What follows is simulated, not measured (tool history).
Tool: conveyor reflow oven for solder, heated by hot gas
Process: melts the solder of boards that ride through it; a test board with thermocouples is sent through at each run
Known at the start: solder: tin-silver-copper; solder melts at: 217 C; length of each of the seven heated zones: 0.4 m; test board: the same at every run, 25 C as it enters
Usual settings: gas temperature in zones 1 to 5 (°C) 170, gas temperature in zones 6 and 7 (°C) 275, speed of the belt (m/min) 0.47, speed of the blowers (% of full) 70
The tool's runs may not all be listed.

run	hour	gas temperature in zones 1 to 5 (°C)	gas temperature in zones 6 and 7 (°C)	speed of the belt (m/min)	speed of the blowers (% of full)	highest temperature of the board (°C)	time above the solder's melting point (s)
1	0	170	275	0.47	70	257.2	78.8
2	8.1	170	275	0.47	70	257	78.4
3	15.5	170	275	0.47	70	257.1	78.4
4	26.4	170	275	0.47	70	256.9	78.3
5	36.3	170	275	0.47	70	256.8	78.4
6	46.6	170	275	0.537	70	251.8	63.1
7	52.1	162	275	0.47	70	255.4	73.7
8	60.2	162	275	0.47	70	255.4	73.4
9	65.4	162	275	0.47	70	255.3	73.5
10	72.6	170	275	0.486	70	255.5	74.1
11	78.8	170	275	0.482	70	255.8	75.2
12	87.8	171	288	0.433	65	270.5	96.4
13	93.6	170	275	0.473	83	259.2	80.1
14	99.6	170	274	0.47	52	250.8	71
15	110.2	175	275	0.47	83	260.3	83.9
16	116.2	170	276	0.47	70	257.6	78.8
17	124.5	160	276	0.47	63	253.7	70.7
18	134.1	160	276	0.47	63	253.7	70.7
19	142.3	169	283	0.552	70	256.6	64.5
20	150.7	169	283	0.552	70	256.4	64.4

The next listed run, before its measurement:
# hour 158.3: flux residue cleaned out of gas plates and filters
21	163.9	173	263	0.46	86	?	?

Run 21 gave highest temperature of the board (°C) 252.3, time above the solder's melting point (s) 79.5.
Without the tool's hidden state the same run would have given highest temperature of the board (°C) 251.4, time above the solder's melting point (s) 78.6.

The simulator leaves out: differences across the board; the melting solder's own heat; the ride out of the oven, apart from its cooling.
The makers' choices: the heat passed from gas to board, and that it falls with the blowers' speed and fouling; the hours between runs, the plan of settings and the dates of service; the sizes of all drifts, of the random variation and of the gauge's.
